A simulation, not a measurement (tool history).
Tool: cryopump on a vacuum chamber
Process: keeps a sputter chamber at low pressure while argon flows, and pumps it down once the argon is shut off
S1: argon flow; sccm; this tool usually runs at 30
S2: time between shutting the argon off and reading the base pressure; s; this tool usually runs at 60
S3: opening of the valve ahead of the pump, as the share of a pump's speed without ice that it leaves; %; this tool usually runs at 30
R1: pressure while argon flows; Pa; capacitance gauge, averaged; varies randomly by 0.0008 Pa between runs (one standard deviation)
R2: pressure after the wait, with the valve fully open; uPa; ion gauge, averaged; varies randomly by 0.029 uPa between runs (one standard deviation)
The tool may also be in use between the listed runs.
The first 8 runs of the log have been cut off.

Run 9, day 9.292: usual settings. Result: R1 0.1699 Pa, R2 4.53 uPa.
Run 10, day 10.117: usual settings. Result: R1 0.1720 Pa, R2 4.57 uPa.
Run 11, day 11.279: usual settings but S1 49 sccm. Result: R1 0.2803 Pa, R2 4.49 uPa.
Run 12, day 12.162: usual settings but S1 49 sccm. Result: R1 0.2803 Pa, R2 4.68 uPa.
Run 13, day 13.008: usual settings but S1 49 sccm. Result: R1 0.2802 Pa, R2 4.63 uPa.
Run 14, day 14.283: usual settings but S3 19 %. Result: R1 0.2612 Pa, R2 4.77 uPa.
Run 15, day 15.329: usual settings but S3 19 %. Result: R1 0.2608 Pa, R2 4.76 uPa.
Run 16, day 16.346: usual settings but S3 19 %. Result: R1 0.2626 Pa, R2 4.92 uPa.
Run 17, day 17.275: usual settings but S3 25 %. Result: R1 0.2048 Pa, R2 4.84 uPa.
Run 18, day 18.388: usual settings but S3 25 %. Result: R1 0.2054 Pa, R2 4.90 uPa.
Run 19, day 19.758: usual settings but S1 17 sccm, S3 25 %. Result: R1 0.1163 Pa, R2 4.96 uPa.
Run 20, day 20.796: usual settings but S1 47 sccm, S2 231 s, S3 20 %. Result: R1 0.3953 Pa, R2 4.20 uPa.
Run 21, day 21.662: usual settings but S2 159 s. Result: R1 0.1760 Pa, R2 4.48 uPa.
Run 22, day 22.942: usual settings but S2 159 s. Result: R1 0.1755 Pa, R2 4.48 uPa.
Run 23, day 24.204: usual settings but S2 159 s. Result: R1 0.1773 Pa, R2 4.62 uPa.
Run 24, day 25.046: usual settings but S1 20 sccm, S2 244 s, S3 42 %. Result: R1 0.0881 Pa, R2 4.48 uPa.
Run 25, day 25.704: usual settings but S1 20 sccm, S2 244 s, S3 42 %. Result: R1 0.0883 Pa, R2 4.49 uPa.
Run 26, day 27.138: usual settings but S1 15 sccm, S2 244 s, S3 42 %. Result: R1 0.0667 Pa, R2 4.52 uPa.
Run 27, day 28.096: usual settings but S1 53 sccm, S3 42 %. Result: R1 0.2344 Pa, R2 5.44 uPa.
Run 28, day 29.250: usual settings but S1 22 sccm, S2 21 s, S3 16 %. Result: R1 0.2275 Pa, R2 7.23 uPa.
Run 29, day 30.217: usual settings but S1 54 sccm, S2 31 s, S3 59 %. Result: R1 0.1854 Pa, R2 6.58 uPa.
Run 30, day 31.050: usual settings but S1 54 sccm, S2 31 s, S3 59 %. Result: R1 0.1864 Pa, R2 6.51 uPa.
Run 31, day 32.038: usual settings but S1 54 sccm, S2 31 s, S3 59 %. Result: R1 0.1848 Pa, R2 6.62 uPa.
Run 32, day 32.750: usual settings but S1 44 sccm, S2 149 s, S3 37 %. Result: R1 0.2201 Pa, R2 4.99 uPa.
Run 33, day 33.675: usual settings but S1 44 sccm, S2 149 s, S3 37 %. Result: R1 0.2219 Pa, R2 5.00 uPa.

Alternative continuations, all from the tool just after run 33; predict every row:
Run A, day 34.417: usual settings but S1 12 sccm, S2 138 s, S3 18 %. Result: R1 ?, R2 ?.
Run B, day 34.417: usual settings but S1 13 sccm. Result: R1 ?, R2 ?.
Run C, day 34.417: usual settings but S1 44 sccm, S2 127 s, S3 37 %. Result: R1 ?, R2 ?.

run      R1    R2
  A  0.1140  5.12
  B  0.0781  5.74
  C  0.2229  5.23
Take away the tool's hidden state, keep each run's random variation, and the runs would have read:
run      R1    R2
  A  0.1037  0.72
  B  0.0669  1.38
  C  0.1851  0.79
